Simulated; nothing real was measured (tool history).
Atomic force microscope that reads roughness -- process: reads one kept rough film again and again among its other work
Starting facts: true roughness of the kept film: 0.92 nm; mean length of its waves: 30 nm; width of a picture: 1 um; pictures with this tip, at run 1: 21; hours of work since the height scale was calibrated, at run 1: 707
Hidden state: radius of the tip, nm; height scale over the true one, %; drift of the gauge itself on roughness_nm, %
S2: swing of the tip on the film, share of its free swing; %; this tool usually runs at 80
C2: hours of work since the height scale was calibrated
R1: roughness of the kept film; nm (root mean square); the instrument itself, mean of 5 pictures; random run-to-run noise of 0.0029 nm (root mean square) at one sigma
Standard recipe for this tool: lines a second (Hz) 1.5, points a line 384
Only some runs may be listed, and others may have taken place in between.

run 1 hour=0 | lines_a_second_(Hz)=1.5 S2=80 points_a_line=384 | pictures_with_this_tip=21 C2=707 | R1=0.772
run 2 hour=34.3 | lines_a_second_(Hz)=2.31 S2=80 points_a_line=384 | pictures_with_this_tip=76 C2=731 | R1=0.717
run 3 hour=69.3 | lines_a_second_(Hz)=2.31 S2=80 points_a_line=384 | pictures_with_this_tip=132 C2=755 | R1=0.72
-- hour=80.5 new tip fitted
run 4 hour=91.4 | lines_a_second_(Hz)=2.31 S2=80 points_a_line=384 | pictures_with_this_tip=17 C2=769 | R1=0.718
run 5 hour=126 | lines_a_second_(Hz)=2.31 S2=80 points_a_line=384 | pictures_with_this_tip=72 C2=793 | R1=0.719
run 6 hour=144.7 | lines_a_second_(Hz)=2.31 S2=80 points_a_line=384 | pictures_with_this_tip=102 C2=806 | R1=0.715
-- hour=174 new tip fitted
run 7 hour=174.7 | lines_a_second_(Hz)=2.31 S2=80 points_a_line=384 | pictures_with_this_tip=1 C2=827 | R1=0.72
run 8 hour=197.4 | lines_a_second_(Hz)=2.31 S2=80 points_a_line=384 | pictures_with_this_tip=38 C2=842 | R1=0.718
run 9 hour=233.2 | lines_a_second_(Hz)=0.5 S2=80 points_a_line=384 | pictures_with_this_tip=95 C2=867 | R1=0.849
run 10 hour=258.4 | lines_a_second_(Hz)=2.87 S2=80 points_a_line=384 | pictures_with_this_tip=135 C2=884 | R1=0.683
-- hour=268.3 new tip fitted
run 11 hour=302.6 | lines_a_second_(Hz)=2.87 S2=80 points_a_line=384 | pictures_with_this_tip=55 C2=914 | R1=0.685
run 12 hour=321.3 | lines_a_second_(Hz)=2.87 S2=80 points_a_line=384 | pictures_with_this_tip=85 C2=927 | R1=0.69
run 13 hour=356.4 | lines_a_second_(Hz)=1.5 S2=80 points_a_line=384 | pictures_with_this_tip=141 C2=951 | R1=0.771
-- hour=363.3 new tip fitted
run 14 hour=383.3 | lines_a_second_(Hz)=1.5 S2=80 points_a_line=384 | pictures_with_this_tip=32 C2=969 | R1=0.772
run 15 hour=413.2 | lines_a_second_(Hz)=1.5 S2=80 points_a_line=384 | pictures_with_this_tip=80 C2=990 | R1=0.772
run 16 hour=453.7 | lines_a_second_(Hz)=1.5 S2=80 points_a_line=384 | pictures_with_this_tip=145 C2=1018 | R1=0.774
-- hour=457 new tip fitted
run 17 hour=476.2 | lines_a_second_(Hz)=1.5 S2=80 points_a_line=384 | pictures_with_this_tip=31 C2=1033 | R1=0.771
run 18 hour=512 | lines_a_second_(Hz)=1.5 S2=80 points_a_line=384 | pictures_with_this_tip=88 C2=1058 | R1=0.769
run 19 hour=541.8 | lines_a_second_(Hz)=1.5 S2=80 points_a_line=384 | pictures_with_this_tip=136 C2=1078 | R1=0.772
-- hour=553.2 new tip fitted
run 20 hour=587.8 | lines_a_second_(Hz)=1.5 S2=80 points_a_line=384 | pictures_with_this_tip=55 C2=1110 | R1=0.771
run 21 hour=607.2 | lines_a_second_(Hz)=1.5 S2=80 points_a_line=437 | pictures_with_this_tip=86 C2=1123 | R1=0.777
-- hour=646 new tip fitted
run 22 hour=646 | lines_a_second_(Hz)=1.5 S2=80 points_a_line=437 | pictures_with_this_tip=0 C2=1149 | R1=0.778
run 23 hour=687.5 | lines_a_second_(Hz)=1.5 S2=74 points_a_line=685 | pictures_with_this_tip=66 C2=1178 | R1=0.803
run 24 hour=708.6 | lines_a_second_(Hz)=0.63 S2=76 points_a_line=297 | pictures_with_this_tip=100 C2=1192 | R1=0.847
run 25 hour=734.5 | lines_a_second_(Hz)=1.5 S2=62 points_a_line=317 | pictures_with_this_tip=141 C2=1210 | R1=0.845
-- hour=741.4 new tip fitted
run 26 hour=770.8 | lines_a_second_(Hz)=1.5 S2=56 points_a_line=317 | pictures_with_this_tip=47 C2=1235 | R1=0.858
run 27 hour=796.1 | lines_a_second_(Hz)=1.5 S2=56 points_a_line=317 | pictures_with_this_tip=88 C2=1252 | R1=0.859
run 28 hour=830.3 | lines_a_second_(Hz)=1.51 S2=80 points_a_line=577 | pictures_with_this_tip=142 C2=1276 | R1=0.777
-- hour=834.6 new tip fitted
run 29 hour=867.1 | lines_a_second_(Hz)=1.5 S2=59 points_a_line=688 | pictures_with_this_tip=51 C2=1301 | R1=0.857
run 30 hour=897.9 | lines_a_second_(Hz)=1.5 S2=59 points_a_line=688 | pictures_with_this_tip=101 C2=1322 | R1=0.861
-- hour=928.4 new tip fitted
run 31 hour=939.5 | lines_a_second_(Hz)=0.52 S2=90 points_a_line=384 | pictures_with_this_tip=17 C2=1350 | R1=0.819
run 32 hour=977 | lines_a_second_(Hz)=0.52 S2=90 points_a_line=384 | pictures_with_this_tip=77 C2=1376 | R1=0.824
run 33 hour=1006.6 | lines_a_second_(Hz)=1.01 S2=76 points_a_line=384 | pictures_with_this_tip=125 C2=1397 | R1=0.818
-- hour=1023.2 new tip fitted
run 34 hour=1034.5 | lines_a_second_(Hz)=2.06 S2=89 points_a_line=474 | pictures_with_this_tip=18 C2=1416 | R1=0.672
run 35 hour=1080.2 | lines_a_second_(Hz)=3.68 S2=68 points_a_line=504 | pictures_with_this_tip=91 C2=1447 | R1=0.745
-- hour=1116.9 new tip fitted
run 36 hour=1116.9 | lines_a_second_(Hz)=3.68 S2=77 points_a_line=682 | pictures_with_this_tip=0 C2=1472 | R1=0.673
run 37 hour=1161.8 | lines_a_second_(Hz)=1.5 S2=62 points_a_line=599 | pictures_with_this_tip=72 C2=1503 | R1=0.854
run 38 hour=1195.6 | lines_a_second_(Hz)=1.5 S2=56 points_a_line=516 | pictures_with_this_tip=126 C2=1526 | R1=0.858
-- hour=1211 new tip fitted
run 39 hour=1235.7 | lines_a_second_(Hz)=0.8 S2=80 points_a_line=264 | pictures_with_this_tip=39 C2=1553 | R1=0.817
run 40 hour=1254 | lines_a_second_(Hz)=0.8 S2=80 points_a_line=264 | pictures_with_this_tip=69 C2=1566 | R1=0.818
run 41 hour=1272.4 | lines_a_second_(Hz)=0.8 S2=73 points_a_line=257 | pictures_with_this_tip=98 C2=1579 | R1=0.836
run 42 hour=1301.2 | lines_a_second_(Hz)=0.57 S2=57 points_a_line=629 | pictures_with_this_tip=144 C2=1599 | R1=0.882

5 ways to go on from here, each from the tool as it stands after run 42. What would each give?
-- hour=1305.7 new tip fitted
run A hour=1345.2 | lines_a_second_(Hz)=1.01 S2=57 points_a_line=269 | pictures_with_this_tip=64 C2=1628 | R1=?
-- hour=1305.7 new tip fitted
run B hour=1345.2 | lines_a_second_(Hz)=2.03 S2=57 points_a_line=746 | pictures_with_this_tip=64 C2=1628 | R1=?
-- hour=1305.7 new tip fitted
run C hour=1345.2 | lines_a_second_(Hz)=3.85 S2=57 points_a_line=629 | pictures_with_this_tip=64 C2=1628 | R1=?
-- hour=1305.7 new tip fitted
run D hour=1345.2 | lines_a_second_(Hz)=0.74 S2=57 points_a_line=430 | pictures_with_this_tip=64 C2=1628 | R1=?
-- hour=1305.7 new tip fitted
run E hour=1345.2 | lines_a_second_(Hz)=1.49 S2=67 points_a_line=740 | pictures_with_this_tip=64 C2=1628 | R1=?

run=A R1=0.866
run=B R1=0.851
run=C R1=0.813
run=D R1=0.881
run=E R1=0.835
With the hidden condition removed and each run's random variation left untouched, the same runs would have given:
run=A R1=0.866
run=B R1=0.852
run=C R1=0.813
run=D R1=0.881
run=E R1=0.836
